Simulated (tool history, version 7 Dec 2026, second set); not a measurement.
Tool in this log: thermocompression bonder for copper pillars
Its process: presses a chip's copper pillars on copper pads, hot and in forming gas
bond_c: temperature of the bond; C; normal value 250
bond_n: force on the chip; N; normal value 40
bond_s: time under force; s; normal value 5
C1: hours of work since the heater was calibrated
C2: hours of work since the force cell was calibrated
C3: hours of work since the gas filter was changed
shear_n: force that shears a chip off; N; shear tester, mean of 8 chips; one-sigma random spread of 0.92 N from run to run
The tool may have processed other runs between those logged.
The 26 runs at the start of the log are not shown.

{"run": 27, "day": 39.404, "bond_c": 250, "bond_n": 37, "bond_s": 11, "C1": 213, "C2": 172, "C3": 174, "shear_n": 92.8}
{"run": 28, "day": 40.742, "bond_c": 250, "bond_n": 54, "bond_s": 4, "C1": 235, "C2": 195, "C3": 197, "shear_n": 86.5}
{"run": 29, "day": 41.946, "bond_c": 250, "bond_n": 54, "bond_s": 4, "C1": 256, "C2": 215, "C3": 217, "shear_n": 86.1}
{"run": 30, "day": 43.171, "bond_c": 250, "bond_n": 54, "bond_s": 4, "C1": 277, "C2": 236, "C3": 238, "shear_n": 86.2}
{"run": 31, "day": 44.242, "bond_c": 250, "bond_n": 54, "bond_s": 4, "C1": 295, "C2": 254, "C3": 256, "shear_n": 86.1}
{"run": 32, "day": 46.233, "bond_c": 250, "bond_n": 54, "bond_s": 4, "C1": 329, "C2": 288, "C3": 290, "shear_n": 86.2}
{"run": 33, "day": 48.158, "bond_c": 263, "bond_n": 27, "bond_s": 12, "C1": 362, "C2": 321, "C3": 323, "shear_n": 87.6}
{"day": 48.438, "done": "forming gas filter changed"}
{"run": 34, "day": 49.129, "bond_c": 238, "bond_n": 46, "bond_s": 5, "C1": 378, "C2": 337, "C3": 12, "shear_n": 71.0}
{"run": 35, "day": 50.154, "bond_c": 238, "bond_n": 32, "bond_s": 8, "C1": 395, "C2": 354, "C3": 29, "shear_n": 62.6}
{"run": 36, "day": 52.0, "bond_c": 238, "bond_n": 32, "bond_s": 8, "C1": 426, "C2": 386, "C3": 61, "shear_n": 62.2}
{"run": 37, "day": 53.192, "bond_c": 238, "bond_n": 32, "bond_s": 8, "C1": 447, "C2": 406, "C3": 81, "shear_n": 63.1}
{"run": 38, "day": 54.496, "bond_c": 238, "bond_n": 32, "bond_s": 8, "C1": 469, "C2": 428, "C3": 103, "shear_n": 62.4}
{"run": 39, "day": 56.554, "bond_c": 238, "bond_n": 32, "bond_s": 8, "C1": 504, "C2": 463, "C3": 138, "shear_n": 62.6}

Run 40 has not been measured yet. What should we expect?
{"run": 40, "day": 57.792, "bond_c": 238, "bond_n": 32, "bond_s": 8, "C1": 525, "C2": 484, "C3": 159, "shear_n": "?"}

shear_n: 62.0 N
Take away the tool's hidden state, keep the run-to-run variation as it was, and the same run would have given shear_n 62.7 N.

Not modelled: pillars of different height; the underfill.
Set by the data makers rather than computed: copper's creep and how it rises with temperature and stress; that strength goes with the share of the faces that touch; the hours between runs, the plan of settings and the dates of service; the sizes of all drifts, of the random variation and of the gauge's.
